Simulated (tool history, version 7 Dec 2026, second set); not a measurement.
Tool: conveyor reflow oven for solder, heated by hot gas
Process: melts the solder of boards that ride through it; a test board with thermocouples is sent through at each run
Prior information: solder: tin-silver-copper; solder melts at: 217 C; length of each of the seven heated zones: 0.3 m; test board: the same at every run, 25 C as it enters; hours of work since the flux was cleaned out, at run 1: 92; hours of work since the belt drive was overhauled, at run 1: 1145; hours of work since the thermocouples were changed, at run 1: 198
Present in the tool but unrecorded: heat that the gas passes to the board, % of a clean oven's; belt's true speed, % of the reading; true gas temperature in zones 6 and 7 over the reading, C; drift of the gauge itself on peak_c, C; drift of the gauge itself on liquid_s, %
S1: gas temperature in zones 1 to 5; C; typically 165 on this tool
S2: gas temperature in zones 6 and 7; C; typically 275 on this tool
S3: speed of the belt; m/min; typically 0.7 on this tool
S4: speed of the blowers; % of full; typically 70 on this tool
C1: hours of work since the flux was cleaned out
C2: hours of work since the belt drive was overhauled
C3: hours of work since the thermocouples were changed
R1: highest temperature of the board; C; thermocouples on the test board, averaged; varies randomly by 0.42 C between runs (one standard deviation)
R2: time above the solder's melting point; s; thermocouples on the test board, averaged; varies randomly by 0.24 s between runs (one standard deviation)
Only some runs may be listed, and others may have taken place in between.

{"run": 1, "hour": 0.0, "S1": 165, "S2": 275, "S3": 0.7, "S4": 70, "C1": 92, "C2": 1145, "C3": 198, "R1": 255, "R2": 37.3}
{"run": 2, "hour": 63.3, "S1": 165, "S2": 275, "S3": 0.7, "S4": 70, "C1": 142, "C2": 1195, "C3": 249, "R1": 255.1, "R2": 36.8}
{"hour": 94.3, "done": "belt drive overhauled, speed set with a stopwatch"}
{"run": 3, "hour": 156.2, "S1": 165, "S2": 275, "S3": 0.7, "S4": 70, "C1": 213, "C2": 49, "C3": 319, "R1": 254.1, "R2": 36.6}
{"run": 4, "hour": 239.5, "S1": 165, "S2": 275, "S3": 0.7, "S4": 70, "C1": 279, "C2": 116, "C3": 386, "R1": 254.4, "R2": 37.3}
{"run": 5, "hour": 315.0, "S1": 165, "S2": 275, "S3": 0.7, "S4": 70, "C1": 339, "C2": 176, "C3": 446, "R1": 255.4, "R2": 37.5}
{"run": 6, "hour": 360.7, "S1": 165, "S2": 275, "S3": 0.7, "S4": 70, "C1": 375, "C2": 212, "C3": 482, "R1": 254.1, "R2": 37.1}
{"run": 7, "hour": 412.2, "S1": 165, "S2": 275, "S3": 0.7, "S4": 70, "C1": 416, "C2": 253, "C3": 523, "R1": 254.7, "R2": 37.3}
{"hour": 431.8, "done": "flux residue cleaned out of gas plates and filters"}
{"run": 8, "hour": 506.7, "S1": 165, "S2": 275, "S3": 0.7, "S4": 70, "C1": 60, "C2": 324, "C3": 594, "R1": 254.7, "R2": 37.3}
{"run": 9, "hour": 560.5, "S1": 165, "S2": 275, "S3": 0.7, "S4": 70, "C1": 102, "C2": 367, "C3": 637, "R1": 254.3, "R2": 37.5}
{"hour": 583.1, "done": "thermocouples of zones 6 and 7 changed"}
{"run": 10, "hour": 615.2, "S1": 165, "S2": 275, "S3": 0.7, "S4": 66, "C1": 144, "C2": 409, "C3": 26, "R1": 254, "R2": 36.3}
{"run": 11, "hour": 666.4, "S1": 165, "S2": 275, "S3": 0.7, "S4": 66, "C1": 185, "C2": 450, "C3": 66, "R1": 253.8, "R2": 36.3}
{"run": 12, "hour": 765.6, "S1": 165, "S2": 275, "S3": 0.806, "S4": 70, "C1": 264, "C2": 528, "C3": 145, "R1": 248.8, "R2": 29.1}
{"run": 13, "hour": 860.9, "S1": 165, "S2": 275, "S3": 0.806, "S4": 70, "C1": 340, "C2": 604, "C3": 221, "R1": 249.4, "R2": 29.1}
{"run": 14, "hour": 947.0, "S1": 155, "S2": 287, "S3": 0.799, "S4": 56, "C1": 408, "C2": 673, "C3": 289, "R1": 249, "R2": 27.3}
{"hour": 980.0, "done": "flux residue cleaned out of gas plates and filters"}
{"run": 15, "hour": 1034.3, "S1": 175, "S2": 287, "S3": 0.799, "S4": 65, "C1": 43, "C2": 738, "C3": 355, "R1": 258.6, "R2": 35.7}
{"run": 16, "hour": 1108.9, "S1": 175, "S2": 287, "S3": 0.799, "S4": 65, "C1": 102, "C2": 798, "C3": 414, "R1": 259.5, "R2": 35.8}
{"run": 17, "hour": 1210.2, "S1": 179, "S2": 287, "S3": 0.799, "S4": 65, "C1": 183, "C2": 878, "C3": 495, "R1": 260.6, "R2": 36.5}

Hidden condition of the tool, last listed run before each entry between runs versus first listed run after:
From run 2 to run 3: belt drive overhauled, speed set with a stopwatch (hour 94.3)
  heat that the gas passes to the board, % of a clean oven's: 99.7 -> 99.5; belt's true speed, % of the reading: 99.83 -> 99.99; true gas temperature in zones 6 and 7 over the reading, C: 0 -> -0.01
From run 7 to run 8: flux residue cleaned out of gas plates and filters (hour 431.8)
  heat that the gas passes to the board, % of a clean oven's: 99.2 -> 99.9; belt's true speed, % of the reading: 99.96 -> 99.95; true gas temperature in zones 6 and 7 over the reading, C: -0.03 -> -0.04
From run 9 to run 10: thermocouples of zones 6 and 7 changed (hour 583.1)
  heat that the gas passes to the board, % of a clean oven's: 99.8 -> 99.7; belt's true speed, % of the reading: 99.95 -> 99.94; true gas temperature in zones 6 and 7 over the reading, C: -0.04 -> -0.01
From run 14 to run 15: flux residue cleaned out of gas plates and filters (hour 980)
  heat that the gas passes to the board, % of a clean oven's: 99.2 -> 99.9; belt's true speed, % of the reading: 99.91 -> 99.9; true gas temperature in zones 6 and 7 over the reading, C: -0.04 -> -0.05
